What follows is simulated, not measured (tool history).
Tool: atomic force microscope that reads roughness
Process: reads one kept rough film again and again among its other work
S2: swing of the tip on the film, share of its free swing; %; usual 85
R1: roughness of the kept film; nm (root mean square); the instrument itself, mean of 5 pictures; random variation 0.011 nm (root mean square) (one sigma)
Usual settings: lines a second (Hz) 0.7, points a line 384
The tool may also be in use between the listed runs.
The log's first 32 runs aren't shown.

At hour 1231.5: new tip fitted.
Run 33, hour 1231.5: usual settings but lines a second (Hz) 0.973, S2 82 %, points a line 385. Result: R1 2.46 nm (root mean square).
Run 34, hour 1255.2: usual settings but lines a second (Hz) 0.973, S2 61 %, points a line 503. Result: R1 2.468 nm (root mean square).
Run 35, hour 1296.6: usual settings but lines a second (Hz) 0.973, S2 61 %, points a line 503. Result: R1 2.33 nm (root mean square).
Run 36, hour 1336.5: usual settings but lines a second (Hz) 0.973, S2 61 %, points a line 503. Result: R1 2.211 nm (root mean square).
Run 37, hour 1371.5: usual settings but lines a second (Hz) 1.271, S2 70 %, points a line 503. Result: R1 2.066 nm (root mean square).
Run 38, hour 1406.2: usual settings but lines a second (Hz) 1.271, S2 70 %, points a line 503. Result: R1 1.96 nm (root mean square).
At hour 1412.3: new tip fitted.
Run 39, hour 1447.7: usual settings but lines a second (Hz) 1.271, S2 57 %, points a line 704. Result: R1 2.427 nm (root mean square).
Run 40, hour 1471.7: usual settings but lines a second (Hz) 1.013, S2 57 %, points a line 269. Result: R1 2.335 nm (root mean square).
Run 41, hour 1504.3: usual settings but lines a second (Hz) 1.519, S2 73 %, points a line 269. Result: R1 2.127 nm (root mean square).

3 ways to go on from here, each from the tool as it stands after run 41. What would each give?
Run A, hour 1542.6: usual settings but S2 78 %, points a line 314. Result: R1 ?.
Run B, hour 1542.6: usual settings but S2 82 %. Result: R1 ?.
Run C, hour 1542.6: usual settings but lines a second (Hz) 1.519, S2 73 %, points a line 833. Result: R1 ?.

run     R1
  A  2.085
  B  2.074
  C  2.049
Without the tool's hidden state the same runs would have given:
run     R1
  A  2.543
  B  2.529
  C  2.499

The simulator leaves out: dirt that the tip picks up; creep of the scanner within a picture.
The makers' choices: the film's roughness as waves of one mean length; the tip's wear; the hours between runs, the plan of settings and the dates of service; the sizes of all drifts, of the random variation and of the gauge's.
